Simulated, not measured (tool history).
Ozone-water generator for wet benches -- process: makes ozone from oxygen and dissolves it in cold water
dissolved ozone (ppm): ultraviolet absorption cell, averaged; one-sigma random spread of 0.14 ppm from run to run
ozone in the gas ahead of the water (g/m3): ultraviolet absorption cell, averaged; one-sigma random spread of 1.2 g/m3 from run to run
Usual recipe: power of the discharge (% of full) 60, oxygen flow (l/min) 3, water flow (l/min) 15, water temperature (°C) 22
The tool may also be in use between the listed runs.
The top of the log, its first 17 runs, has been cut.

run,hour,power of the discharge (% of full),oxygen flow (l/min),water flow (l/min),water temperature (°C),dissolved ozone (ppm),ozone in the gas ahead of the water (g/m3)
# hour 1410.9: contactor cleaned
18,1416.8,60,3.14,15,22,15.3,191.8
19,1471.5,53,1.83,11,18,19.9,252.5
20,1547.8,53,1.83,11,18,19.8,250.2
21,1655.1,60,4.2,9,22,21.1,159.4
22,1759.9,95,3,15,22,20.1,263
23,1870.3,95,3,15,22,20.5,262.4
24,1928.8,95,3,15,22,20.2,261.6
25,2022.5,41,3,15,17,12.5,154.6
26,2099.2,41,3,15,17,12.6,155.9
27,2210.4,58,3,15,24,14.2,192.8
28,2302.7,58,3,15,24,14.4,190.1
29,2349,60,4.4,12,30,14.6,152.9
30,2415.9,60,4.4,12,30,14.6,154.5
31,2465.7,60,3,9,16,25.1,195.8
32,2563.6,60,3,9,16,24.8,194.7

Forecast each of these 5 alternatives for the next run:
A,2616,86,3,17,24,?,?
B,2616,48,3,15,24,?,?
C,2616,59,1.9,15,22,?,?
D,2616,60,3.97,13,17,?,?
E,2616,92,2.64,11,16,?,?

run,dissolved ozone (ppm),ozone in the gas ahead of the water (g/m3)
A,15.7,240.3
B,12.6,166.5
C,14.6,256.4
D,17.7,161.5
E,27.4,276.2
The same runs, with their run-to-run variation unchanged, on a tool lacking any hidden condition would have given:
run,dissolved ozone (ppm),ozone in the gas ahead of the water (g/m3)
A,17.9,269.4
B,13.7,179.7
C,16.1,280.3
D,19.6,176.8
E,31.2,311
